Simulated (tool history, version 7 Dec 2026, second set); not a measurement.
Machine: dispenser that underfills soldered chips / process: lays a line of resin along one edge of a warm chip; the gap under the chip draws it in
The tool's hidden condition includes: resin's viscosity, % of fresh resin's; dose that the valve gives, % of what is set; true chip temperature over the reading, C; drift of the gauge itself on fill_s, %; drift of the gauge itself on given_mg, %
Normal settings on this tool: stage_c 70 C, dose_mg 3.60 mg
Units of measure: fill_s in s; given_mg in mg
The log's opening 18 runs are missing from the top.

run    day  stage_c  dose_mg  hours of work since the syringe was changed  hours of work since the valve was cleaned  hours of work since the stage was calibrated  fill_s  given_mg
 19  3.088       81     4.51                                            9                                         37                                            52    30.5      4.39
     3.204  -- new syringe of resin
 20  3.283       81     3.39                                            1                                         40                                            55    15.6      3.31
 21  3.425       69     4.31                                            4                                         43                                            58    28.0      4.20
 22  3.538       78     3.84                                            6                                         45                                            60    25.6      3.72
 23  3.754       57     4.32                                            9                                         48                                            63    65.9      4.18
     3.829  -- new syringe of resin
 24  3.867       57     4.32                                            1                                         50                                            65    30.5      4.21
 25  4.004       72     4.15                                            3                                         52                                            67    23.7      4.03
 26  4.129       75     3.27                                            5                                         54                                            69    25.8      3.14
 27  4.304       63     3.36                                            8                                         57                                            72    49.8      3.27
     4.458  -- new syringe of resin
 28  4.496       63     3.36                                            1                                         60                                            75    26.6      3.27
 29  4.608       63     3.25                                            2                                         62                                            77    30.7      3.12
 30  4.708       63     3.25                                            4                                         63                                            78    35.8      3.11
 31  4.812       63     3.25                                            6                                         65                                            80    42.3      3.11
 32  4.988       63     3.25                                            9                                         68                                            83    54.7      3.09
     5.088  -- new syringe of resin
 33  5.108       63     3.25                                            0                                         70                                            85    25.4      3.10
     5.300  -- dispensing valve cleaned and set on the balance
 34  5.367       66     4.33                                            4                                          1                                            88    30.6      4.33
 35  5.592       78     3.73                                            8                                          5                                            92    29.9      3.75
     5.762  -- new syringe of resin
 36  5.775       78     3.73                                            0                                          8                                            95    16.1      3.71

4 options for the next run, each taken on its own from the tool as it stands now. Forecast them:
  A  5.867       75     3.44                                            2                                          9                                            96       ?         ?
  B  5.867       80     3.94                                            2                                          9                                            96       ?         ?
  C  5.867       85     4.39                                            2                                          9                                            96       ?         ?
  D  5.867       62     3.60                                            2                                          9                                            96       ?         ?

run  fill_s  given_mg
  A    20.0      3.43
  B    17.1      3.91
  C    14.7      4.38
  D    29.4      3.56
With the hidden condition removed and each run's random variation left untouched, the same runs would have given:
run  fill_s  given_mg
  A    17.3      3.45
  B    14.8      3.93
  C    12.7      4.40
  D    25.5      3.58
